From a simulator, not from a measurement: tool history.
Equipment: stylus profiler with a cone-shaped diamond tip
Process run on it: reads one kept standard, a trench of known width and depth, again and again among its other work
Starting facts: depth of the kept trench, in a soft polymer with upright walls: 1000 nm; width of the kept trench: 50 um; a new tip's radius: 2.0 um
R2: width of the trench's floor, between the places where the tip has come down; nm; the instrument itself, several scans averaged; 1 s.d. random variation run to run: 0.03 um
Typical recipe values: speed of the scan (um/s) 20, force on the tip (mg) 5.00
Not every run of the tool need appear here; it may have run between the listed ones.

run 1 day=0.000 | speed_of_the_scan_(um/s)=20 force_on_the_tip_(mg)=5.00 | depth_of_the_trench_(Å)=10264.6 R2=45590
run 2 day=3.571 | speed_of_the_scan_(um/s)=20 force_on_the_tip_(mg)=2.70 | depth_of_the_trench_(Å)=10167.3 R2=45500
run 3 day=5.846 | speed_of_the_scan_(um/s)=20 force_on_the_tip_(mg)=5.36 | depth_of_the_trench_(Å)=10273.2 R2=45470
run 4 day=11.079 | speed_of_the_scan_(um/s)=20 force_on_the_tip_(mg)=5.36 | depth_of_the_trench_(Å)=10271.5 R2=45410
run 5 day=14.575 | speed_of_the_scan_(um/s)=20 force_on_the_tip_(mg)=5.36 | depth_of_the_trench_(Å)=10275.9 R2=45380
run 6 day=17.404 | speed_of_the_scan_(um/s)=20 force_on_the_tip_(mg)=5.36 | depth_of_the_trench_(Å)=10276.8 R2=45330
run 7 day=21.350 | speed_of_the_scan_(um/s)=20 force_on_the_tip_(mg)=5.36 | depth_of_the_trench_(Å)=10270.8 R2=45170
run 8 day=26.088 | speed_of_the_scan_(um/s)=8 force_on_the_tip_(mg)=4.97 | depth_of_the_trench_(Å)=10258.0 R2=45160
run 9 day=29.438 | speed_of_the_scan_(um/s)=41 force_on_the_tip_(mg)=3.44 | depth_of_the_trench_(Å)=10192.7 R2=45130
-- day=33.571 height scale calibrated on a step standard
run 10 day=33.571 | speed_of_the_scan_(um/s)=41 force_on_the_tip_(mg)=3.44 | depth_of_the_trench_(Å)=10221.0 R2=45020
run 11 day=36.467 | speed_of_the_scan_(um/s)=7 force_on_the_tip_(mg)=8.36 | depth_of_the_trench_(Å)=10392.5 R2=45070
run 12 day=41.079 | speed_of_the_scan_(um/s)=14 force_on_the_tip_(mg)=5.00 | depth_of_the_trench_(Å)=10274.1 R2=44990
run 13 day=44.125 | speed_of_the_scan_(um/s)=20 force_on_the_tip_(mg)=9.53 | depth_of_the_trench_(Å)=10424.4 R2=44900
run 14 day=48.571 | speed_of_the_scan_(um/s)=20 force_on_the_tip_(mg)=9.53 | depth_of_the_trench_(Å)=10427.4 R2=44860

Alternative continuations, all from the tool just after run 14; predict every row:
run A day=51.025 | speed_of_the_scan_(um/s)=39 force_on_the_tip_(mg)=9.53 | depth_of_the_trench_(Å)=? R2=?
run B day=51.025 | speed_of_the_scan_(um/s)=39 force_on_the_tip_(mg)=14.01 | depth_of_the_trench_(Å)=? R2=?
run C day=51.025 | speed_of_the_scan_(um/s)=9 force_on_the_tip_(mg)=6.06 | depth_of_the_trench_(Å)=? R2=?
run D day=51.025 | speed_of_the_scan_(um/s)=7 force_on_the_tip_(mg)=11.13 | depth_of_the_trench_(Å)=? R2=?

run=A depth_of_the_trench_(Å)=10423.8 R2=44830
run=B depth_of_the_trench_(Å)=10550.4 R2=44900
run=C depth_of_the_trench_(Å)=10311.1 R2=44840
run=D depth_of_the_trench_(Å)=10471.4 R2=44850
Stripped of hidden state, with their random variation kept, the same runs would have yielded:
run=A depth_of_the_trench_(Å)=10422.5 R2=46510
run=B depth_of_the_trench_(Å)=10549.0 R2=46580
run=C depth_of_the_trench_(Å)=10309.7 R2=46520
run=D depth_of_the_trench_(Å)=10470.0 R2=46530
